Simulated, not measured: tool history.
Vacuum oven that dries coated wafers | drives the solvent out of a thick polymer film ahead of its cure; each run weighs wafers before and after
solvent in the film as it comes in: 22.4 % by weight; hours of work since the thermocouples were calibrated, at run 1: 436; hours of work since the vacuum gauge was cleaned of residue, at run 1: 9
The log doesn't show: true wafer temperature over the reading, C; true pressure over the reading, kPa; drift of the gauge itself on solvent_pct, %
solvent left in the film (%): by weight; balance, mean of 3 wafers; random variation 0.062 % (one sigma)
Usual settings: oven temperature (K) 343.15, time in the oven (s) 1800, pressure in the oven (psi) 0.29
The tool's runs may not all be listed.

run,hour,oven temperature (K),time in the oven (s),pressure in the oven (psi),hours of work since the thermocouples were calibrated,hours of work since the vacuum gauge was cleaned of residue,solvent left in the film (%)
1,0,343.15,1800,0.29,436,9,4.22
2,10.9,343.15,1800,0.29,442,14,4.15
3,23,343.15,1800,0.29,448,20,4.19
4,37.4,343.15,1800,0.29,455,28,4.15
5,47.1,343.15,1800,0.29,460,33,4.18
6,61,343.15,1800,0.29,467,40,4.13
7,71.3,343.15,1800,0.29,472,45,4.09
8,88.4,343.15,1800,1.04,481,54,5.97
9,99.4,343.15,1800,1.04,487,59,5.95
10,113.4,343.15,1800,1.04,494,66,5.94
11,125.1,343.15,2100,0.29,500,72,3.44
12,140.5,343.15,2100,0.29,507,80,3.27
13,155.9,343.15,2100,0.29,515,88,3.35
14,171.4,343.15,2100,0.29,523,96,3.33
15,187.2,343.15,2100,0.29,531,104,3.31
16,199.2,343.15,1800,0.29,537,110,4.09
17,211,343.15,1800,0.29,543,116,4.22
18,227.1,339.15,1800,0.29,551,124,5.39
19,240.5,343.15,1800,0.29,558,131,4.07
20,249.3,343.15,1800,0.29,562,135,4.15
21,265.8,343.15,1800,0.29,571,143,4.21
22,272.8,353.15,1800,0.29,574,147,1.86
23,283,343.15,1800,0.29,580,152,4.17
24,294.9,343.15,1800,0.29,586,158,4.04
25,311.1,343.15,2460,0.29,594,166,2.54
26,319.9,349.15,1800,0.29,598,171,2.57
27,335.4,344.15,2760,0.162,606,179,1.77
28,352,344.15,2760,0.162,614,187,1.71
29,364,348.15,1500,0.389,621,193,3.99
30,378.9,341.15,1800,0.215,628,201,4.44
31,389.7,341.15,2640,0.215,634,206,2.62
32,402.9,343.15,1500,0.29,640,213,5.14
33,415.9,344.15,1800,0.183,647,219,3.57
34,423.8,343.15,2040,0.161,651,223,3.17
35,438.7,343.15,2040,0.161,658,231,3.17
36,448,343.15,2580,0.487,663,236,2.96
37,456.9,343.15,2100,0.29,668,240,3.3
38,472.1,343.15,2100,0.29,675,248,3.18
39,486.4,343.15,2100,0.29,683,255,3.32
40,493.8,343.15,2100,0.29,686,259,3.31
41,502.1,343.15,2100,0.29,690,263,3.31
42,511,358.15,1020,0.29,695,268,3.24
43,521.8,343.15,2280,0.148,700,273,2.58
44,534.7,343.15,2280,0.148,707,280,2.56
45,544.7,343.15,2280,0.148,712,285,2.57
46,553.9,343.15,2280,0.148,717,289,2.47
47,561.3,343.15,2280,0.148,720,293,2.5

Hidden state or all else? Some run-to-run changes of solvent left in the film (%), split into what the settings, what came in and random variation would give without the hidden state, and what is left for the hidden state (with any gauge scatter that isn't in both results):
Run 10 -> 11: time in the oven (s) 1800 -> 2100, pressure in the oven (psi) 1.04 -> 0.29. solvent left in the film (%) -2.5: hidden state +0.08, all else -2.58.
Run 21 -> 22: oven temperature (K) 343.15 -> 353.15. solvent left in the film (%) -2.35: hidden state +0.14, all else -2.49.
Run 22 -> 23: oven temperature (K) 353.15 -> 343.15. solvent left in the film (%) +2.31: hidden state -0.15, all else +2.46.
Run 28 -> 29: oven temperature (K) 344.15 -> 348.15, time in the oven (s) 2760 -> 1500, pressure in the oven (psi) 0.162 -> 0.389. solvent left in the film (%) +2.28: hidden state -0.15, all else +2.43.
Run 31 -> 32: oven temperature (K) 341.15 -> 343.15, time in the oven (s) 2640 -> 1500, pressure in the oven (psi) 0.215 -> 0.29. solvent left in the film (%) +2.52: hidden state -0.13, all else +2.65.
